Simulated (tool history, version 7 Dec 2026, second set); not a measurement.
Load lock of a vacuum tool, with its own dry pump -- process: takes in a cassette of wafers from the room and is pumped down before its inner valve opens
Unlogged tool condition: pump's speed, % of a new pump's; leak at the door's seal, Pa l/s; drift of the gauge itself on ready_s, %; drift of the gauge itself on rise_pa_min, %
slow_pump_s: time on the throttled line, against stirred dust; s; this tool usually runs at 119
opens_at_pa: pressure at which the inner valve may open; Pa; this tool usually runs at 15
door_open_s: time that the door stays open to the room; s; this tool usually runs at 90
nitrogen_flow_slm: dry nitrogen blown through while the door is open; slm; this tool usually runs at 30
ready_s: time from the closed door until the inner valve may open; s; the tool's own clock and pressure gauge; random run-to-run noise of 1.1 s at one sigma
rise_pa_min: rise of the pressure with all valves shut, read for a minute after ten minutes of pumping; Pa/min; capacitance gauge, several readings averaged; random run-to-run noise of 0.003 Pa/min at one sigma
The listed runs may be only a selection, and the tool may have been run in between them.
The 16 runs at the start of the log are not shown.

| run | day | slow_pump_s | opens_at_pa | door_open_s | nitrogen_flow_slm | hours that the pump has run since its overhaul | times that the door has closed on its seal | incoming humidity of the room's air, % | ready_s | rise_pa_min |
|---|---|---|---|---|---|---|---|---|---|---|
| 17 | 56.017 | 119 | 15 | 66 | 6 | 3536 | 7148 | 45.6 | 183.5 | 0.058 |
| 18 | 60.112 | 119 | 15 | 90 | 30 | 3634 | 7297 | 41.9 | 181.3 | 0.037 |
| 19 | 63.371 | 119 | 15 | 90 | 30 | 3712 | 7415 | 45.9 | 182.3 | 0.037 |
| 20 | 66.558 | 87 | 18 | 90 | 30 | 3789 | 7531 | 45.3 | 153.9 | 0.040 |
| 21 | 70.192 | 119 | 13 | 90 | 5 | 3876 | 7663 | 45.8 | 185.0 | 0.061 |
| 22 | 72.725 | 119 | 13 | 90 | 5 | 3937 | 7755 | 40.7 | 184.4 | 0.054 |
| 23 | 76.375 | 225 | 13 | 90 | 21 | 4024 | 7888 | 43.1 | 278.0 | 0.043 |
| 24 | 80.492 | 119 | 28 | 90 | 30 | 4123 | 8037 | 48.4 | 178.1 | 0.049 |
| 25 | 85.400 | 83 | 29 | 90 | 30 | 4241 | 8216 | 42.4 | 145.7 | 0.046 |
| 26 | 89.954 | 83 | 29 | 90 | 30 | 4350 | 8381 | 39.9 | 144.3 | 0.033 |
| 27 | 94.717 | 83 | 29 | 90 | 30 | 4465 | 8554 | 46.7 | 146.4 | 0.044 |
| 28 | 97.692 | 83 | 29 | 90 | 30 | 4536 | 8662 | 48.5 | 144.0 | 0.046 |
| 29 | 101.112 | 115 | 15 | 26 | 21 | 4618 | 8787 | 41.0 | 179.5 | 0.029 |
| 30 | 105.233 | 115 | 15 | 26 | 21 | 4717 | 8936 | 43.3 | 179.6 | 0.027 |
| 31 | 108.517 | 128 | 21 | 26 | 21 | 4796 | 9056 | 45.3 | 189.2 | 0.030 |
| 32 | 113.158 | 126 | 29 | 26 | 21 | 4907 | 9224 | 48.6 | 184.2 | 0.031 |
| 33 | 115.800 | 130 | 19 | 30 | 19 | 4971 | 9320 | 47.2 | 192.6 | 0.034 |
| 34 | 119.662 | 130 | 19 | 30 | 19 | 5063 | 9461 | 44.4 | 191.3 | 0.030 |
| 35 | 124.179 | 118 | 15 | 90 | 14 | 5172 | 9625 | 46.1 | 183.1 | 0.054 |
| 36 | 128.617 | 118 | 15 | 90 | 14 | 5278 | 9786 | 47.0 | 182.3 | 0.056 |
| 37 | 132.688 | 118 | 15 | 90 | 14 | 5376 | 9934 | 43.9 | 182.7 | 0.056 |

What if the next run were any one of these 4? Each begins from the tool's condition after run 37:
| A | 137.138 | 73 | 18 | 90 | 34 | 5483 | 10096 | 47.5 | ? | ? |
| B | 137.138 | 93 | 15 | 90 | 16 | 5483 | 10096 | 43.7 | ? | ? |
| C | 137.138 | 118 | 13 | 195 | 14 | 5483 | 10096 | 43.5 | ? | ? |
| D | 137.138 | 142 | 22 | 90 | 30 | 5483 | 10096 | 45.0 | ? | ? |

| run | ready_s | rise_pa_min |
|---|---|---|
| A | 142.0 | 0.046 |
| B | 161.1 | 0.055 |
| C | 185.6 | 0.086 |
| D | 202.5 | 0.046 |
Without the tool's unlogged condition, the same runs would have read:
| run | ready_s | rise_pa_min |
|---|---|---|
| A | 138.1 | 0.032 |
| B | 157.3 | 0.041 |
| C | 181.8 | 0.072 |
| D | 199.2 | 0.032 |
